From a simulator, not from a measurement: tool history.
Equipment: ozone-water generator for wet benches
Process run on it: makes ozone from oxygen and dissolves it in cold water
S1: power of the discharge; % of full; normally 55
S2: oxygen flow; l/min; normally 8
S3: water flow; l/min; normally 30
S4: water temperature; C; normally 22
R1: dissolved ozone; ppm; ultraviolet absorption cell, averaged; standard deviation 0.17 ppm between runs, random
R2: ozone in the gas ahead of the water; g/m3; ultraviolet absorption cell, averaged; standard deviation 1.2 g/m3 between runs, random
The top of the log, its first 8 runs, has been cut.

Run 9, hour 266.1: usual settings. Result: R1 23.7 ppm, R2 215.1 g/m3.
Run 10, hour 303.4: usual settings. Result: R1 23.6 ppm, R2 214.4 g/m3.
Run 11, hour 338.9: usual settings. Result: R1 23.4 ppm, R2 216.9 g/m3.
Run 12, hour 380.5: usual settings. Result: R1 23.7 ppm, R2 214.2 g/m3.
Run 13, hour 410.8: usual settings. Result: R1 23.6 ppm, R2 216 g/m3.
Run 14, hour 430.8: usual settings. Result: R1 23.6 ppm, R2 215.5 g/m3.
Run 15, hour 473.9: usual settings. Result: R1 23.7 ppm, R2 215.6 g/m3.
Run 16, hour 516.7: usual settings but S2 11.88 l/min. Result: R1 22.5 ppm, R2 168.1 g/m3.
Run 17, hour 539.7: usual settings but S1 91 % of full, S2 11.74 l/min, S3 33 l/min, S4 18 C. Result: R1 32.2 ppm, R2 244.3 g/m3.
Run 18, hour 563.7: usual settings but S1 91 % of full, S2 11.74 l/min, S3 33 l/min, S4 18 C. Result: R1 32.1 ppm, R2 246.3 g/m3.
Run 19, hour 604.4: usual settings but S1 61 % of full, S4 14 C. Result: R1 29.2 ppm, R2 230.9 g/m3.
Run 20, hour 649.6: usual settings but S1 68 % of full, S2 13.48 l/min, S3 26 l/min, S4 28 C. Result: R1 24.6 ppm, R2 183.6 g/m3.
At hour 654: water thermometer calibrated.
Run 21, hour 676.2: usual settings but S1 68 % of full, S2 8.5 l/min, S3 26 l/min, S4 28 C. Result: R1 27.4 ppm, R2 241 g/m3.
Run 22, hour 711.1: usual settings but S1 68 % of full, S2 8.5 l/min, S3 26 l/min, S4 28 C. Result: R1 27 ppm, R2 242.6 g/m3.
Run 23, hour 754.7: usual settings but S1 88 % of full, S2 4.24 l/min, S3 32 l/min, S4 14 C. Result: R1 32.5 ppm, R2 428.8 g/m3.
Run 24, hour 777.4: usual settings but S1 88 % of full, S2 4.24 l/min, S3 32 l/min, S4 14 C. Result: R1 32.7 ppm, R2 429.7 g/m3.
Run 25, hour 803.2: usual settings but S1 82 % of full, S2 13.18 l/min, S3 32 l/min, S4 23 C. Result: R1 27.7 ppm, R2 212.4 g/m3.
Run 26, hour 829.5: usual settings but S2 7.39 l/min, S4 17 C. Result: R1 25.6 ppm, R2 225.2 g/m3.
Run 27, hour 870.3: usual settings but S1 48 % of full. Result: R1 21.2 ppm, R2 195.8 g/m3.
Run 28, hour 897.6: usual settings but S1 62 % of full, S3 23 l/min, S4 15 C. Result: R1 34.5 ppm, R2 233.1 g/m3.
Run 29, hour 944.5: usual settings but S1 62 % of full, S2 9.12 l/min, S3 24 l/min, S4 28 C. Result: R1 26.4 ppm, R2 215.6 g/m3.
Run 30, hour 974.7: usual settings but S1 88 % of full, S2 5.22 l/min, S3 20 l/min, S4 15 C. Result: R1 50.8 ppm, R2 380 g/m3.
Run 31, hour 1001.6: usual settings but S1 88 % of full, S2 5.22 l/min, S3 20 l/min, S4 15 C. Result: R1 50.8 ppm, R2 377.7 g/m3.
Run 32, hour 1023.2: usual settings but S1 83 % of full, S2 11.99 l/min, S3 20 l/min, S4 15 C. Result: R1 44.4 ppm, R2 227.5 g/m3.

Alternative continuations, all from the tool just after run 32; predict every row:
Run A, hour 1062.2: usual settings but S1 50 % of full, S2 10.84 l/min, S3 40 l/min. Result: R1 ?, R2 ?.
Run B, hour 1062.2: usual settings but S4 25 C. Result: R1 ?, R2 ?.
Run C, hour 1062.2: usual settings but S3 38 l/min. Result: R1 ?, R2 ?.
Run D, hour 1062.2: usual settings but S3 24 l/min. Result: R1 ?, R2 ?.
Run E, hour 1062.2: usual settings but S1 42 % of full, S2 12.1 l/min, S3 20 l/min. Result: R1 ?, R2 ?.

run    R1     R2
  A    17  168.2
  B  22.5  214.4
  C  19.1  214.6
  D  27.8  216.4
  E  23.9  141.2
Stripped of hidden state, with their random variation kept, the same runs would have yielded:
run    R1     R2
  A  18.2  171.9
  B  23.9  219.4
  C  20.4  219.7
  D  29.4  221.5
  E    25  143.8
